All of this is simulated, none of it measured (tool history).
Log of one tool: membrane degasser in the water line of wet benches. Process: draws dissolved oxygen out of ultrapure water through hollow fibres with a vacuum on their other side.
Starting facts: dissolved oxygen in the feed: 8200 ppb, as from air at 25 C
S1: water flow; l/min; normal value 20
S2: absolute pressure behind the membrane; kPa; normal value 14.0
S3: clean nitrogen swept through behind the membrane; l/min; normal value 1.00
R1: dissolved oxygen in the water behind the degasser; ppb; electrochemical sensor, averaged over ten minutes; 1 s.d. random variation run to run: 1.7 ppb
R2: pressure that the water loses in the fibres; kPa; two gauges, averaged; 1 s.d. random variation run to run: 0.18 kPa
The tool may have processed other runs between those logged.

Run 1, hour 0.0: usual settings. Result: R1 472.8 ppb, R2 33.29 kPa.
Run 2, hour 44.7: usual settings but S3 1.61 l/min. Result: R1 317.0 ppb, R2 33.60 kPa.
Run 3, hour 138.3: usual settings. Result: R1 474.1 ppb, R2 33.60 kPa.
Run 4, hour 210.7: usual settings. Result: R1 473.9 ppb, R2 33.38 kPa.
Run 5, hour 280.5: usual settings but S1 29 l/min. Result: R1 644.7 ppb, R2 48.35 kPa.
Run 6, hour 319.9: usual settings. Result: R1 473.9 ppb, R2 33.25 kPa.
Run 7, hour 400.7: usual settings. Result: R1 474.3 ppb, R2 33.79 kPa.
Run 8, hour 481.2: usual settings. Result: R1 473.8 ppb, R2 33.50 kPa.
Run 9, hour 537.1: usual settings but S3 0.69 l/min. Result: R1 635.0 ppb, R2 33.24 kPa.
Run 10, hour 603.3: usual settings but S3 0.69 l/min. Result: R1 638.1 ppb, R2 33.59 kPa.
Run 11, hour 693.1: usual settings but S3 0.49 l/min. Result: R1 821.0 ppb, R2 33.47 kPa.
Run 12, hour 769.5: usual settings but S3 0.49 l/min. Result: R1 823.1 ppb, R2 33.60 kPa.
Run 13, hour 826.3: usual settings but S2 12.9 kPa, S3 1.75 l/min. Result: R1 263.2 ppb, R2 33.33 kPa.
Run 14, hour 898.0: usual settings but S2 12.9 kPa, S3 1.75 l/min. Result: R1 264.5 ppb, R2 33.56 kPa.
Run 15, hour 948.5: usual settings but S1 28 l/min, S2 23.0 kPa, S3 1.75 l/min. Result: R1 700.0 ppb, R2 46.99 kPa.
Run 16, hour 991.0: usual settings but S1 22 l/min, S2 30.4 kPa, S3 1.51 l/min. Result: R1 856.0 ppb, R2 36.95 kPa.
Run 17, hour 1042.2: usual settings but S2 15.0 kPa. Result: R1 516.4 ppb, R2 33.48 kPa.
Run 18, hour 1136.0: usual settings but S2 15.0 kPa. Result: R1 514.2 ppb, R2 33.73 kPa.
Run 19, hour 1225.1: usual settings but S1 30 l/min. Result: R1 665.1 ppb, R2 50.39 kPa.
Run 20, hour 1265.1: usual settings but S1 16 l/min, S2 22.2 kPa, S3 0.47 l/min. Result: R1 1194.3 ppb, R2 26.96 kPa.
Run 21, hour 1334.8: usual settings but S1 16 l/min, S2 16.8 kPa, S3 1.71 l/min. Result: R1 308.5 ppb, R2 27.08 kPa.
Run 22, hour 1425.9: usual settings but S1 16 l/min, S2 16.8 kPa. Result: R1 490.8 ppb, R2 27.11 kPa.
Run 23, hour 1510.1: usual settings but S1 18 l/min, S2 23.4 kPa. Result: R1 781.2 ppb, R2 30.32 kPa.
Run 24, hour 1548.9: usual settings but S1 28 l/min, S2 18.3 kPa, S3 1.97 l/min. Result: R1 494.6 ppb, R2 47.47 kPa.

Here are 3 independent what-if runs from the current tool condition. What would each one return?
Run A, hour 1587.4: usual settings but S3 1.90 l/min. Result: R1 ?, R2 ?.
Run B, hour 1587.4: usual settings but S2 15.5 kPa. Result: R1 ?, R2 ?.
Run C, hour 1587.4: usual settings but S1 25 l/min, S2 9.5 kPa, S3 1.59 l/min. Result: R1 ?, R2 ?.

run     R1     R2
  A  274.3  33.69
  B  538.9  33.57
  C  237.9  41.72
With the hidden condition removed and each run's random variation left untouched, the same runs would have given:
run     R1     R2
  A  263.2  33.20
  B  523.1  33.09
  C  229.5  41.12
